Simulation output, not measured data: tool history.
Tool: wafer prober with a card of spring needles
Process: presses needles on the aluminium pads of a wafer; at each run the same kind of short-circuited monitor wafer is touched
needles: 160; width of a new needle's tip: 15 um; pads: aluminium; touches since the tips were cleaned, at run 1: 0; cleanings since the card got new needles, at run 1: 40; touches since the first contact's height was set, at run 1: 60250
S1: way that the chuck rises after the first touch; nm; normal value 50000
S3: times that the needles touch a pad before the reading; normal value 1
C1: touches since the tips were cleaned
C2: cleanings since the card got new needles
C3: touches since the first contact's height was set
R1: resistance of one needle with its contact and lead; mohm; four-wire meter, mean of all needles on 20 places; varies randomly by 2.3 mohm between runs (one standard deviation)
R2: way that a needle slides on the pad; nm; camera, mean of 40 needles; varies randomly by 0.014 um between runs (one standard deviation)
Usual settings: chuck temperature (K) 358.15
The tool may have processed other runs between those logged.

run 1 day=0.000 | S1=50000 chuck_temperature_(K)=358.15 S3=1 | C1=0 C2=40 C3=60250 | R1=281 R2=6450
-- day=0.383 tips cleaned on abrasive film
-- day=0.758 tips cleaned on abrasive film
-- day=1.100 tips cleaned on abrasive film
run 2 day=1.262 | S1=50000 chuck_temperature_(K)=358.15 S3=1 | C1=1588 C2=43 C3=72502 | R1=328 R2=6400
-- day=1.421 tips cleaned on abrasive film
-- day=1.788 tips cleaned on abrasive film
-- day=1.875 height of the first contact set anew
-- day=2.175 tips cleaned on abrasive film
run 3 day=2.204 | S1=50000 chuck_temperature_(K)=358.15 S3=1 | C1=258 C2=46 C3=3162 | R1=278 R2=6630
-- day=2.504 tips cleaned on abrasive film
run 4 day=2.796 | S1=50000 chuck_temperature_(K)=358.15 S3=1 | C1=2894 C2=47 C3=8962 | R1=340 R2=6610
-- day=2.854 tips cleaned on abrasive film
-- day=3.192 tips cleaned on abrasive film
-- day=3.533 tips cleaned on abrasive film
-- day=3.896 tips cleaned on abrasive film
run 5 day=3.942 | S1=50000 chuck_temperature_(K)=358.15 S3=1 | C1=423 C2=51 C3=20001 | R1=282 R2=6590
-- day=4.238 tips cleaned on abrasive film
-- day=4.588 tips cleaned on abrasive film
-- day=4.958 tips cleaned on abrasive film
run 6 day=5.150 | S1=50000 chuck_temperature_(K)=358.15 S3=2 | C1=1850 C2=54 C3=31738 | R1=301 R2=6530
-- day=5.288 tips cleaned on abrasive film
-- day=5.667 tips cleaned on abrasive film
-- day=6.054 tips cleaned on abrasive film
run 7 day=6.142 | S1=50000 chuck_temperature_(K)=358.15 S3=2 | C1=848 C2=57 C3=41361 | R1=284 R2=6510
-- day=6.404 tips cleaned on abrasive film
-- day=6.746 tips cleaned on abrasive film
run 8 day=6.988 | S1=50000 chuck_temperature_(K)=358.15 S3=2 | C1=2379 C2=59 C3=49591 | R1=310 R2=6500
-- day=7.125 tips cleaned on abrasive film
-- day=7.504 tips cleaned on abrasive film
-- day=7.862 tips cleaned on abrasive film
run 9 day=8.108 | S1=50000 chuck_temperature_(K)=358.15 S3=2 | C1=2424 C2=62 C3=60446 | R1=310 R2=6480
-- day=8.175 tips cleaned on abrasive film
-- day=8.546 tips cleaned on abrasive film
-- day=8.933 tips cleaned on abrasive film
run 10 day=9.154 | S1=50000 chuck_temperature_(K)=358.15 S3=2 | C1=2156 C2=65 C3=70589 | R1=312 R2=6440
-- day=9.312 tips cleaned on abrasive film
-- day=9.625 tips cleaned on abrasive film
-- day=9.979 tips cleaned on abrasive film
-- day=9.992 height of the first contact set anew
run 11 day=10.279 | S1=32000 chuck_temperature_(K)=358.15 S3=1 | C1=2847 C2=68 C3=2847 | R1=454 R2=4250
-- day=10.362 tips cleaned on abrasive film
-- day=10.733 tips cleaned on abrasive film
-- day=11.108 tips cleaned on abrasive film
run 12 day=11.108 | S1=50000 chuck_temperature_(K)=358.15 S3=1 | C1=0 C2=71 C3=10825 | R1=272 R2=6610
-- day=11.488 tips cleaned on abrasive film
-- day=11.879 tips cleaned on abrasive film
run 13 day=12.171 | S1=50000 chuck_temperature_(K)=358.15 S3=1 | C1=2886 C2=73 C3=21191 | R1=347 R2=6580
-- day=12.254 tips cleaned on abrasive film
-- day=12.621 tips cleaned on abrasive film
run 14 day=12.783 | S1=50000 chuck_temperature_(K)=358.15 S3=1 | C1=1584 C2=75 C3=27098 | R1=324 R2=6560
-- day=12.942 tips cleaned on abrasive film
-- day=13.308 tips cleaned on abrasive film
-- day=13.671 tips cleaned on abrasive film
-- day=14.042 tips cleaned on abrasive film
run 15 day=14.042 | S1=50000 chuck_temperature_(K)=358.15 S3=1 | C1=0 C2=79 C3=39308 | R1=274 R2=6490
-- day=14.367 tips cleaned on abrasive film
-- day=14.742 tips cleaned on abrasive film
run 16 day=14.867 | S1=60000 chuck_temperature_(K)=358.15 S3=1 | C1=1243 C2=81 C3=47315 | R1=296 R2=7820
-- day=15.083 tips cleaned on abrasive film
-- day=15.429 tips cleaned on abrasive film
-- day=15.812 tips cleaned on abrasive film
run 17 day=15.879 | S1=60000 chuck_temperature_(K)=358.15 S3=1 | C1=650 C2=84 C3=57098 | R1=288 R2=7790
-- day=16.162 tips cleaned on abrasive film
-- day=16.546 tips cleaned on abrasive film
-- day=16.908 tips cleaned on abrasive film
run 18 day=17.150 | S1=60000 chuck_temperature_(K)=358.15 S3=1 | C1=2362 C2=87 C3=69444 | R1=316 R2=7730
-- day=17.229 tips cleaned on abrasive film
-- day=17.542 tips cleaned on abrasive film
-- day=17.862 tips cleaned on abrasive film
-- day=18.100 height of the first contact set anew
run 19 day=18.100 | S1=60000 chuck_temperature_(K)=358.15 S3=1 | C1=2242 C2=90 C3=0 | R1=306 R2=7980
-- day=18.258 tips cleaned on abrasive film
-- day=18.621 tips cleaned on abrasive film
-- day=19.008 tips cleaned on abrasive film
run 20 day=19.021 | S1=60000 chuck_temperature_(K)=374.15 S3=1 | C1=131 C2=93 C3=8882 | R1=273 R2=7940
-- day=19.317 tips cleaned on abrasive film
-- day=19.662 tips cleaned on abrasive film
run 21 day=19.900 | S1=60000 chuck_temperature_(K)=298.15 S3=1 | C1=2356 C2=95 C3=17448 | R1=299 R2=7910
-- day=19.983 tips cleaned on abrasive film
-- day=20.354 tips cleaned on abrasive film
-- day=20.721 tips cleaned on abrasive film
run 22 day=20.721 | S1=50000 chuck_temperature_(K)=303.15 S3=2 | C1=0 C2=98 C3=25350 | R1=257 R2=6560
-- day=21.088 tips cleaned on abrasive film
-- day=21.475 tips cleaned on abrasive film
-- day=21.821 tips cleaned on abrasive film
run 23 day=21.846 | S1=50000 chuck_temperature_(K)=384.15 S3=2 | C1=236 C2=101 C3=36279 | R1=286 R2=6500
-- day=22.154 tips cleaned on abrasive film
run 24 day=22.446 | S1=35000 chuck_temperature_(K)=316.15 S3=2 | C1=2875 C2=102 C3=42128 | R1=396 R2=4520
-- day=22.525 tips cleaned on abrasive film
-- day=22.871 tips cleaned on abrasive film
-- day=23.183 tips cleaned on abrasive film
run 25 day=23.279 | S1=43000 chuck_temperature_(K)=367.15 S3=2 | C1=956 C2=105 C3=50201 | R1=308 R2=5540
-- day=23.517 tips cleaned on abrasive film
-- day=23.879 tips cleaned on abrasive film
run 26 day=23.883 | S1=40000 chuck_temperature_(K)=312.15 S3=1 | C1=32 C2=107 C3=56024 | R1=282 R2=5120
-- day=24.229 tips cleaned on abrasive film
-- day=24.575 tips cleaned on abrasive film
run 27 day=24.575 | S1=50000 chuck_temperature_(K)=358.15 S3=3 | C1=0 C2=109 C3=62720 | R1=267 R2=6430
-- day=24.946 tips cleaned on abrasive film
run 28 day=25.129 | S1=50000 chuck_temperature_(K)=358.15 S3=3 | C1=1814 C2=110 C3=68149 | R1=295 R2=6420
-- day=25.288 tips cleaned on abrasive film
-- day=25.654 tips cleaned on abrasive film
run 29 day=25.938 | S1=40000 chuck_temperature_(K)=300.15 S3=1 | C1=2753 C2=112 C3=75963 | R1=433 R2=5060

For some of the steps in R1 from one run to the next: how much would appear even if the tool had no hidden state, given the settings, what came in and random variation, and how much remains for the hidden state plus any gauge scatter that the measured result and the result without hidden state don't share?
Hidden state at play: debris on the tips, nm; way that the needles fall short of the set height, um; tips' diameter, um; drift of the gauge itself on contact_mohm, %; drift of the gauge itself on scrub_um, %.
Run 10 -> 11: S1 50000 -> 32000, S3 2 -> 1, tips cleaned on abrasive film, tips cleaned on abrasive film, tips cleaned on abrasive film, height of the first contact set anew. R1 +142 mohm: hidden state +133, all else +9.
Run 11 -> 12: S1 32000 -> 50000, tips cleaned on abrasive film, tips cleaned on abrasive film, tips cleaned on abrasive film. R1 -182 mohm: hidden state -174, all else -8.
Run 28 -> 29: S1 50000 -> 40000, chuck temperature (K) 358.15 -> 300.15, S3 3 -> 1, tips cleaned on abrasive film, tips cleaned on abrasive film. R1 +138 mohm: hidden state +149, all else -11.
